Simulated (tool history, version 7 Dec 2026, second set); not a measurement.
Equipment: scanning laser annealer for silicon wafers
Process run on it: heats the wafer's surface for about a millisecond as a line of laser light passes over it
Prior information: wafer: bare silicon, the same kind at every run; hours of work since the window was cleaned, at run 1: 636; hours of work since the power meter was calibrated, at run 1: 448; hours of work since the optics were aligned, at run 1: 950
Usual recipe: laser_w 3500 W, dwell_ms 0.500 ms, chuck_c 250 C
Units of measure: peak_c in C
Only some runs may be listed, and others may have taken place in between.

run	hour	laser_w	dwell_ms	chuck_c	hours of work since the window was cleaned	hours of work since the power meter was calibrated	hours of work since the optics were aligned	peak_c
1	0.0	3500	0.500	250	636	448	950	978
2	31.7	3500	0.500	250	651	463	965	978
3	72.7	3500	0.500	213	670	482	984	944
4	101.5	3500	0.500	213	683	495	997	942
5	135.2	3500	0.500	250	699	511	1013	977
6	169.1	3500	0.500	250	715	526	1028	978
7	198.7	3500	0.500	250	728	540	1042	978
8	225.3	3500	0.500	250	741	552	1055	978
9	262.8	3500	0.384	250	758	570	1072	875
10	289.1	3500	0.384	250	770	582	1084	877
11	319.0	3500	0.482	250	784	596	1098	965
12	343.4	3500	0.482	250	795	607	1109	962
13	393.7	3500	0.482	250	819	630	1133	964
14	426.5	3500	0.482	250	834	646	1148	962
15	468.9	3156	0.500	225	854	665	1167	875
16	507.6	3551	0.450	253	872	683	1185	948
17	551.1	3551	0.450	253	892	703	1206	949
18	576.9	3249	0.386	252	904	715	1218	827
19	601.5	3500	0.420	290	915	727	1229	949
20	643.5	3125	0.466	231	935	746	1248	850
21	679.0	3125	0.466	231	951	763	1265	848
22	724.6	3500	0.500	276	972	784	1286	1004
23	754.9	3341	0.473	217	986	798	1300	889
# hour 780.0: window over the wafer cleaned
24	793.7	3341	0.473	217	6	815	1317	887
# hour 806.0: optics aligned, line set to its width
25	843.3	2992	0.426	210	27	836	17	768
26	876.7	2992	0.426	210	43	851	33	770
27	913.5	2992	0.426	210	60	868	50	768

Consider 3 possible next runs. They are alternatives, not a sequence: every one starts from the tool as it was left by run 27. What does each give?
A	934.2	3500	0.500	243	69	878	59	?
B	934.2	3761	0.500	249	69	878	59	?
C	934.2	3580	0.453	250	69	878	59	?

run	peak_c
A	972
B	1039
C	958
Without the tool's hidden state the same runs would have given:
run	peak_c
A	972
B	1039
C	958

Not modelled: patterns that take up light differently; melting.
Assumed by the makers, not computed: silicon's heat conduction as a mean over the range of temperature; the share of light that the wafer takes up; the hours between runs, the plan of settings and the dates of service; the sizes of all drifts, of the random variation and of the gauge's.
